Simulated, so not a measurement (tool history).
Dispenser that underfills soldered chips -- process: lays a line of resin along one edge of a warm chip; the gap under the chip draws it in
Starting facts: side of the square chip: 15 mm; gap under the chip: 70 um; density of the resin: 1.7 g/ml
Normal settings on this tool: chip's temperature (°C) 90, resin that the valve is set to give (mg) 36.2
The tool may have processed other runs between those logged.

run,hour,chip's temperature (°C),resin that the valve is set to give (mg),time until the resin shows at the far edge (s),resin that the valve gave (mg)
1,0,90,36.2,216,34.74
2,4.3,102,36.2,177.4,34.45
3,7.3,102,36.2,214.2,34.34
4,12.4,91,36.2,445.8,34.56
# hour 13.8: new syringe of resin
5,18.8,90,36.2,267.5,34.32
6,23.6,81,36.2,524.8,34.23
# hour 28.8: new syringe of resin
7,29.2,81,36.2,298.5,34.23
8,34.5,81,36.2,410.1,34.08
9,39.5,81,39.8,542.8,37.37
10,43.3,105,39.8,265.4,37.26
# hour 44.2: new syringe of resin
11,46.7,80,36.2,351.8,33.93
12,51.7,80,36.2,467.3,33.79
13,56,83,36.2,544,33.59
# hour 59.6: new syringe of resin
14,62.2,101,36.2,149.1,33.53
15,67.2,90,36.2,313.7,33.46
16,72.9,90,36.2,444.6,33.56
# hour 74.9: new syringe of resin
17,78.7,84,33.7,325.4,31.08
18,84.7,84,33.7,478.3,31.04

Run 19 is up next; what results do you expect?
# hour 90.1: new syringe of resin
# hour 91.6: dispensing valve cleaned and set on the balance
19,92.5,84,33.7,?,?

Logged for run 19: time until the resin shows at the far edge (s) 275.3, resin that the valve gave (mg) 33.48.
With no hidden state in the tool, this same run would have given time until the resin shows at the far edge (s) 243.6, resin that the valve gave (mg) 33.6.
